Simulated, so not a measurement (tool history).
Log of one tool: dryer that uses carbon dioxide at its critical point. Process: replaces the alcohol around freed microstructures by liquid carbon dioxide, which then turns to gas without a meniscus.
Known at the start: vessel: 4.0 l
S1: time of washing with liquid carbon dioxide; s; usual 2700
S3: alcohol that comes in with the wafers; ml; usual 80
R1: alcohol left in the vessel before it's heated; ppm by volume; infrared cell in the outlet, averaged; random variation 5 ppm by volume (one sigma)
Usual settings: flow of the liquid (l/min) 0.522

run 1 hour=0 | S1=2700 flow_of_the_liquid_(l/min)=0.522 S3=80 | R1=127
run 2 hour=12 | S1=2700 flow_of_the_liquid_(l/min)=0.426 S3=80 | R1=358
run 3 hour=22.5 | S1=2700 flow_of_the_liquid_(l/min)=0.426 S3=80 | R1=347
run 4 hour=34.9 | S1=2700 flow_of_the_liquid_(l/min)=0.426 S3=80 | R1=351
run 5 hour=43.6 | S1=2700 flow_of_the_liquid_(l/min)=0.847 S3=80 | R1=22
run 6 hour=53.2 | S1=2700 flow_of_the_liquid_(l/min)=0.522 S3=80 | R1=139
run 7 hour=63.7 | S1=2700 flow_of_the_liquid_(l/min)=0.522 S3=80 | R1=140
run 8 hour=73.5 | S1=2700 flow_of_the_liquid_(l/min)=0.742 S3=80 | R1=31
run 9 hour=86.2 | S1=3420 flow_of_the_liquid_(l/min)=0.623 S3=80 | R1=31
run 10 hour=101.3 | S1=2340 flow_of_the_liquid_(l/min)=0.318 S3=72 | R1=1380
run 11 hour=111.9 | S1=2340 flow_of_the_liquid_(l/min)=0.318 S3=72 | R1=1374
run 12 hour=126.2 | S1=2340 flow_of_the_liquid_(l/min)=0.318 S3=25 | R1=487
run 13 hour=141.5 | S1=1740 flow_of_the_liquid_(l/min)=0.572 S3=25 | R1=200
run 14 hour=148.7 | S1=2700 flow_of_the_liquid_(l/min)=0.464 S3=30 | R1=112
run 15 hour=163.4 | S1=2700 flow_of_the_liquid_(l/min)=0.464 S3=30 | R1=122
run 16 hour=170.4 | S1=3240 flow_of_the_liquid_(l/min)=0.516 S3=80 | R1=81

Measured less the same run without the tool's hidden state. The same run-to-run variation is in both; the gauge's scatter may not be:
The hidden state here: flow that reaches the vessel past the clogged filter, %; alcohol in the recycled carbon dioxide, ppm; drift of the gauge itself on alcohol_ppm, %.
run=1 R1=+52
run=2 R1=+107
run=3 R1=+105
run=4 R1=+108
run=5 R1=+19
run=6 R1=+57
run=7 R1=+60
run=8 R1=+23
run=9 R1=+22
run=10 R1=+308
run=11 R1=+309
run=12 R1=+121
run=13 R1=+72
run=14 R1=+51
run=15 R1=+55
run=16 R1=+44

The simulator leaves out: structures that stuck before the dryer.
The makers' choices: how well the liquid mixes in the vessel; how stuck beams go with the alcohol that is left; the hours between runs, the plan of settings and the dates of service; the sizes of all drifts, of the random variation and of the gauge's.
